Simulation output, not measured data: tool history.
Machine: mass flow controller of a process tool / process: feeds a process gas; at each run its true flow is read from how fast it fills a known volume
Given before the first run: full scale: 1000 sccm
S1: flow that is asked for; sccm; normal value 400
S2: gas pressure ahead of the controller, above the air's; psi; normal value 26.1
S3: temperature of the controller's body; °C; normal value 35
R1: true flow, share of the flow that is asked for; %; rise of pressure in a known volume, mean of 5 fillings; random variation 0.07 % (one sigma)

run    hour   S1    S2  S3      R1
  1       0  400  26.1  35   98.97
  2   111.9  400  26.1  35   98.93
  3   222.6  400  26.1  35   98.88
  4   324.4  400  26.1  32   98.69
  5   437.1  400  26.1  32   98.78
  6     545  400  26.1  32   98.85
  7   633.5  400  26.1  32   98.85
  8   693.5  400  26.1  32   98.71
  9   790.2  400  26.1  35   98.89
 10   890.8  203  26.1  35    98.8
 11   979.7  203  26.1  35   98.66
 12  1050.4  203  26.1  35   98.77
 13    1131  203  26.1  35   98.82
 14  1188.5  203  26.1  35   98.94
 15  1263.5  882  26.1  35  100.31
     1272.1  -- controller's zero set anew
 16  1317.4  400  21.2  35   99.28
 17  1389.3  267  25.7  35   99.04
 18  1490.2  267  25.7  35    99.1
 19    1589  267  25.7  35   99.18
 20  1640.2  267  25.7  35   99.13
     1670.8  -- controller's zero set anew, once more
 21  1728.6  434  26.1  34   98.53
 22  1778.8  137  24.1  37   98.05
 23  1876.7  137  24.1  37   98.11
 24  1933.3  400  33.8  20   97.38

For each run, the measured value with the value that run would have given without the tool's hidden condition subtracted. The run-to-run variation is shared by both, the gauge scatter possibly not:
The hidden state here: flow at rest that the sensor doesn't see, % of full scale; true flow over the shown one, %; drift of the gauge itself on true_pct, %.
run     R1
  1  +0.15
  2  +0.16
  3  +0.16
  4  +0.16
  5  +0.17
  6  +0.18
  7  +0.18
  8  +0.18
  9  +0.19
 10  +0.61
 11  +0.63
 12  +0.63
 13  +0.65
 14  +0.66
 15  -0.05
 16  +0.35
 17  +0.66
 18  +0.68
 19  +0.69
 20   +0.7
 21  -0.25
 22  -0.12
 23  -0.09
 24  -0.24
